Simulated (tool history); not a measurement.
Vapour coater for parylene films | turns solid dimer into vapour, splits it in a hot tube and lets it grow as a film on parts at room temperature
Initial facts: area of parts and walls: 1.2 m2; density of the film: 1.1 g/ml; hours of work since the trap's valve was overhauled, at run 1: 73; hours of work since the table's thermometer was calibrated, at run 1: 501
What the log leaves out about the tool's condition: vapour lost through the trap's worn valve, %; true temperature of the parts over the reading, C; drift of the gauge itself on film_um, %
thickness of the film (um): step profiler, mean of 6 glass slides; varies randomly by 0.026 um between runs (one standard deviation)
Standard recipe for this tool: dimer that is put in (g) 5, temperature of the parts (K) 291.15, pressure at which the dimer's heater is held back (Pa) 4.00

run	hour	dimer that is put in (g)	temperature of the parts (K)	pressure at which the dimer's heater is held back (Pa)	hours of work since the trap's valve was overhauled	hours of work since the table's thermometer was calibrated	thickness of the film (um)
1	0.0	5	291.15	4.00	73	501	2.29
2	60.1	7	291.15	4.00	106	534	3.22
3	102.4	7	291.15	4.00	130	558	3.20
4	157.0	5	291.15	4.00	160	588	2.24
5	194.0	5	291.15	4.00	181	609	2.24
6	250.6	5	291.15	4.00	213	640	2.15
7	299.0	5	291.15	2.60	240	667	2.26
8	376.3	5	291.15	4.00	283	710	2.13
9	447.3	5	291.15	10.87	322	750	1.83
10	510.3	5	291.15	4.00	357	785	2.05
11	568.6	5	291.15	4.00	390	818	2.05
12	631.4	5	291.15	4.00	425	853	2.03

Predict the results of run 13:
# hour 658.1: trap's valve overhauled
13	698.0	5	291.15	4.00	22	887	?

thickness of the film (um): 2.37
With no hidden state in the tool, this same run would have given thickness of the film (um) 2.42.
